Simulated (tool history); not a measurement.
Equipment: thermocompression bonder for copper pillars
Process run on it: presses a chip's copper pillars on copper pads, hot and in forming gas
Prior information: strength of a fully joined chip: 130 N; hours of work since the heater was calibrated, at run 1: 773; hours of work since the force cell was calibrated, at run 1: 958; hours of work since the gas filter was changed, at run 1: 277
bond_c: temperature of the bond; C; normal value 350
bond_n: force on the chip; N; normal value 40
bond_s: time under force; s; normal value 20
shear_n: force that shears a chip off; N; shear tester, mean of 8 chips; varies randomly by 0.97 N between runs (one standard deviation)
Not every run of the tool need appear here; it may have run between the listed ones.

run	day	bond_c	bond_n	bond_s	hours of work since the heater was calibrated	hours of work since the force cell was calibrated	hours of work since the gas filter was changed	shear_n
1	0.000	350	40	20	773	958	277	65.5
2	0.925	350	40	20	785	969	288	66.0
3	1.954	350	40	20	797	982	301	67.5
4	3.325	350	40	20	815	999	318	65.1
5	4.221	350	40	20	826	1010	330	63.7
6	5.675	350	40	20	844	1029	348	63.9
# day 5.992: forming gas filter changed
7	7.096	350	40	20	861	1046	14	70.6
8	7.933	350	40	20	872	1057	24	71.7
9	9.675	350	40	20	894	1078	46	70.4
10	10.604	350	40	20	905	1090	58	71.3
11	12.017	350	31	19	923	1108	75	54.5
12	13.096	346	24	19	936	1121	89	43.4
13	14.388	353	56	26	953	1137	105	95.5
14	15.250	367	59	24	963	1148	116	105.4
# day 16.688: heater calibrated with a thermocouple chip
15	17.221	366	40	20	7	1172	139	85.7
16	18.462	366	40	20	22	1187	155	85.8
17	19.871	366	57	30	40	1205	172	107.6
18	21.433	380	40	10	59	1224	192	79.5
19	22.225	380	40	23	69	1234	202	95.8
20	23.483	380	40	23	85	1250	218	93.9

Each row is a separate what-if for the run after 20, all from the same tool condition, not one after another. Results?
A	25.125	342	42	53	105	1270	238	?
B	25.125	380	40	44	105	1270	238	?
C	25.125	365	40	23	105	1270	238	?
D	25.125	376	60	51	105	1270	238	?
E	25.125	352	36	39	105	1270	238	?

run	shear_n
A	91.7
B	107.7
C	86.2
D	116.1
E	82.1
With no hidden state in the tool, these same runs would have given:
run	shear_n
A	104.1
B	120.0
C	98.2
D	127.2
E	93.8
